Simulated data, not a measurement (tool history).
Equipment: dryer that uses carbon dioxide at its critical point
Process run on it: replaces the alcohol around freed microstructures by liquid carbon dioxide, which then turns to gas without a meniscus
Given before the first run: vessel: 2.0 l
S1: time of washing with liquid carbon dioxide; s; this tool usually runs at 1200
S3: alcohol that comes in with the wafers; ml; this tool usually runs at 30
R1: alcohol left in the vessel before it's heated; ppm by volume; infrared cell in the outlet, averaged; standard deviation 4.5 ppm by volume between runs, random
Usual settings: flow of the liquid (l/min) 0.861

Run 1, hour 0: usual settings. Result: R1 10 ppm by volume.
Run 2, hour 28: usual settings but S1 1080 s. Result: R1 24 ppm by volume.
Run 3, hour 52.8: usual settings but S1 1080 s. Result: R1 18 ppm by volume.
Run 4, hour 92.2: usual settings but S1 1080 s. Result: R1 25 ppm by volume.
Run 5, hour 117.4: usual settings but S1 1080 s. Result: R1 31 ppm by volume.
Run 6, hour 154.9: usual settings but S1 1080 s. Result: R1 27 ppm by volume.
Run 7, hour 190.2: usual settings but flow of the liquid (l/min) 1.262. Result: R1 12 ppm by volume.
Run 8, hour 221.2: usual settings but flow of the liquid (l/min) 1.262. Result: R1 15 ppm by volume.
Run 9, hour 271.8: usual settings but flow of the liquid (l/min) 1.262. Result: R1 12 ppm by volume.
Run 10, hour 322.4: usual settings. Result: R1 37 ppm by volume.
Run 11, hour 373.4: usual settings. Result: R1 32 ppm by volume.
Run 12, hour 411.2: usual settings but S3 23 ml. Result: R1 28 ppm by volume.
At hour 437: inlet filter changed.
Run 13, hour 451: usual settings but S3 52 ml. Result: R1 21 ppm by volume.
Run 14, hour 501.2: usual settings but S3 52 ml. Result: R1 34 ppm by volume.
Run 15, hour 539.2: usual settings but flow of the liquid (l/min) 1.399. Result: R1 22 ppm by volume.
Run 16, hour 585: usual settings but flow of the liquid (l/min) 1.399. Result: R1 29 ppm by volume.
Run 17, hour 638.4: usual settings. Result: R1 30 ppm by volume.
Run 18, hour 679.1: usual settings. Result: R1 33 ppm by volume.
Run 19, hour 716.5: usual settings. Result: R1 41 ppm by volume.
Run 20, hour 741.7: usual settings but S3 104 ml. Result: R1 57 ppm by volume.
Run 21, hour 763.9: usual settings but S3 104 ml. Result: R1 61 ppm by volume.
Run 22, hour 816.3: usual settings but S3 104 ml. Result: R1 60 ppm by volume.
Run 23, hour 844.1: usual settings but S3 104 ml. Result: R1 74 ppm by volume.
Run 24, hour 867.9: usual settings but S1 1740 s, flow of the liquid (l/min) 0.534, S3 22 ml. Result: R1 55 ppm by volume.
Run 25, hour 893.2: usual settings but S1 1380 s, flow of the liquid (l/min) 0.613, S3 46 ml. Result: R1 92 ppm by volume.
Run 26, hour 935.3: usual settings but flow of the liquid (l/min) 1.373, S3 103 ml. Result: R1 39 ppm by volume.
At hour 948.8: inlet filter changed.
Run 27, hour 958.5: usual settings but flow of the liquid (l/min) 1.373, S3 29 ml. Result: R1 37 ppm by volume.
Run 28, hour 980.9: usual settings but S1 1500 s, flow of the liquid (l/min) 0.978. Result: R1 42 ppm by volume.
Run 29, hour 1003.4: usual settings but flow of the liquid (l/min) 1.392, S3 22 ml. Result: R1 48 ppm by volume.
Run 30, hour 1036.9: usual settings but flow of the liquid (l/min) 1.197. Result: R1 39 ppm by volume.
Run 31, hour 1073.6: usual settings but S1 1020 s, flow of the liquid (l/min) 1.128, S3 36 ml. Result: R1 41 ppm by volume.
Run 32, hour 1119.4: usual settings but S1 1020 s, flow of the liquid (l/min) 1.128, S3 36 ml. Result: R1 51 ppm by volume.
Run 33, hour 1166.2: usual settings but S1 1680 s, flow of the liquid (l/min) 1.375. Result: R1 41 ppm by volume.
Run 34, hour 1215.8: usual settings but S1 1800 s, flow of the liquid (l/min) 1.375, S3 57 ml. Result: R1 48 ppm by volume.
Run 35, hour 1252.3: usual settings but S1 1140 s, flow of the liquid (l/min) 0.675, S3 57 ml. Result: R1 136 ppm by volume.
Run 36, hour 1297.5: usual settings but S1 1260 s, S3 36 ml. Result: R1 52 ppm by volume.
Run 37, hour 1321.4: usual settings but S1 1260 s, S3 36 ml. Result: R1 59 ppm by volume.
Run 38, hour 1370.1: usual settings but flow of the liquid (l/min) 0.833, S3 38 ml. Result: R1 65 ppm by volume.
Run 39, hour 1396: usual settings but S1 1800 s, flow of the liquid (l/min) 0.62. Result: R1 60 ppm by volume.
Run 40, hour 1428.8: usual settings but S3 93 ml. Result: R1 89 ppm by volume.
At hour 1460.2: inlet filter changed.
Run 41, hour 1476.8: usual settings but S3 113 ml. Result: R1 64 ppm by volume.
Run 42, hour 1512.5: usual settings but S1 840 s, flow of the liquid (l/min) 0.559, S3 20 ml. Result: R1 260 ppm by volume.
Run 43, hour 1564.4: usual settings but S1 960 s, flow of the liquid (l/min) 0.551, S3 42 ml. Result: R1 348 ppm by volume.
At hour 1616.4: purifier's bed changed.
Run 44, hour 1617: usual settings but S1 960 s, flow of the liquid (l/min) 1.014. Result: R1 17 ppm by volume.
Run 45, hour 1668.4: usual settings but S1 960 s, flow of the liquid (l/min) 1.014. Result: R1 17 ppm by volume.

Pick out some run-to-run changes in R1. Of each, how much would a tool without hidden state show as well, from the settings, what came in and chance, and how much is left for the hidden state and any gauge scatter not in both results compared?
Hidden state present: flow that reaches the vessel past the clogged filter, %; alcohol in the recycled carbon dioxide, ppm; drift of the gauge itself on alcohol_ppm, %.
Run 34 -> 35: S1 1800 -> 1140, flow of the liquid (l/min) 1.375 -> 0.675. R1 +88 ppm by volume: hidden state +49, all else +39.
Run 35 -> 36: S1 1140 -> 1260, flow of the liquid (l/min) 0.675 -> 0.861, S3 57 -> 36. R1 -84 ppm by volume: hidden state -40, all else -44.
Run 41 -> 42: S1 1200 -> 840, flow of the liquid (l/min) 0.861 -> 0.559, S3 113 -> 20. R1 +196 ppm by volume: hidden state +20, all else +176.
Run 43 -> 44: flow of the liquid (l/min) 0.551 -> 1.014, S3 42 -> 30, purifier's bed changed. R1 -331 ppm by volume: hidden state -96, all else -235.

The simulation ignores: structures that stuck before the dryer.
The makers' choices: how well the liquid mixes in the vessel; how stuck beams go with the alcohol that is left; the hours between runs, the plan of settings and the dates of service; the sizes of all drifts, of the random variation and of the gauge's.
